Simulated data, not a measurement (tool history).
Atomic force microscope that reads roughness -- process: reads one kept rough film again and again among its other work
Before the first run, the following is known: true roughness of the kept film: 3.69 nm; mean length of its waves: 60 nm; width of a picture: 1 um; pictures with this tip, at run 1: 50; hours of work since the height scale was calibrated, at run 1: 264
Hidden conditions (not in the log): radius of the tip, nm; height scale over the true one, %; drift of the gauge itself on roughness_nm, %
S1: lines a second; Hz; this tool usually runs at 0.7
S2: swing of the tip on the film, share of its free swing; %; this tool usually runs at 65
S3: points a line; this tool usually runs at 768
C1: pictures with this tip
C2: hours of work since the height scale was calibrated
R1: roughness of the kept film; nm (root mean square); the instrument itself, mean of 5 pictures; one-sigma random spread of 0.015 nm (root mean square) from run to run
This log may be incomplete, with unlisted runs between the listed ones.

Run 1, day 0: usual settings; C1 50; C2 264. Result: R1 3.523 nm (root mean square).
Run 2, day 0.317: usual settings but S1 1.162 Hz; C1 60; C2 269. Result: R1 3.458 nm (root mean square).
Run 3, day 0.6: usual settings but S1 1.162 Hz; C1 69; C2 273. Result: R1 3.482 nm (root mean square).
Run 4, day 1.017: usual settings but S1 0.905 Hz; C1 82; C2 280. Result: R1 3.525 nm (root mean square).
At day 1.225: new tip fitted.
Run 5, day 1.246: usual settings but S1 0.905 Hz; C1 1; C2 283. Result: R1 3.512 nm (root mean square).
Run 6, day 1.55: usual settings but S3 314; C1 10; C2 288. Result: R1 3.526 nm (root mean square).
Run 7, day 1.883: usual settings but S1 3.289 Hz, S3 314; C1 21; C2 294. Result: R1 3.27 nm (root mean square).
Run 8, day 2.125: usual settings but S1 3.289 Hz, S3 314; C1 28; C2 298. Result: R1 3.263 nm (root mean square).
Run 9, day 2.325: usual settings but S1 3.289 Hz, S3 314; C1 35; C2 301. Result: R1 3.277 nm (root mean square).
Run 10, day 2.604: usual settings but S1 0.653 Hz, S3 314; C1 43; C2 305. Result: R1 3.511 nm (root mean square).
Run 11, day 2.917: usual settings; C1 53; C2 310. Result: R1 3.494 nm (root mean square).
Run 12, day 3.112: usual settings; C1 59; C2 313. Result: R1 3.532 nm (root mean square).
Run 13, day 3.379: usual settings; C1 68; C2 318. Result: R1 3.517 nm (root mean square).
Run 14, day 3.792: usual settings but S1 0.711 Hz; C1 81; C2 324. Result: R1 3.516 nm (root mean square).
At day 4.042: new tip fitted.
Run 15, day 4.217: usual settings but S3 761; C1 6; C2 331. Result: R1 3.538 nm (root mean square).
Run 16, day 4.412: usual settings but S2 67 %; C1 12; C2 334. Result: R1 3.534 nm (root mean square).
Run 17, day 4.625: usual settings but S2 67 %; C1 18; C2 337. Result: R1 3.521 nm (root mean square).
Run 18, day 4.896: usual settings; C1 27; C2 342. Result: R1 3.506 nm (root mean square).
Run 19, day 5.158: usual settings; C1 35; C2 346. Result: R1 3.533 nm (root mean square).
Run 20, day 5.546: usual settings but S1 0.777 Hz; C1 47; C2 352. Result: R1 3.513 nm (root mean square).
Run 21, day 5.838: usual settings but S1 0.777 Hz, S2 80 %; C1 57; C2 357. Result: R1 3.42 nm (root mean square).
Run 22, day 6.042: usual settings but S1 0.777 Hz, S2 80 %; C1 63; C2 360. Result: R1 3.42 nm (root mean square).
Run 23, day 6.442: usual settings but S1 0.777 Hz, S2 80 %; C1 76; C2 366. Result: R1 3.407 nm (root mean square).
At day 6.842: new tip fitted.
Run 24, day 6.842: usual settings but S3 538; C1 0; C2 373. Result: R1 3.521 nm (root mean square).

Estimate the outcome of run 25 from the log above:
Run 25, day 7.233: usual settings but S1 0.916 Hz, S3 886; C1 12; C2 379. Result: R1 ?.

Run 25 yielded R1 3.506 nm (root mean square).
If the tool had no hidden condition, the same run with the same run-to-run variation would have returned R1 3.508 nm (root mean square).
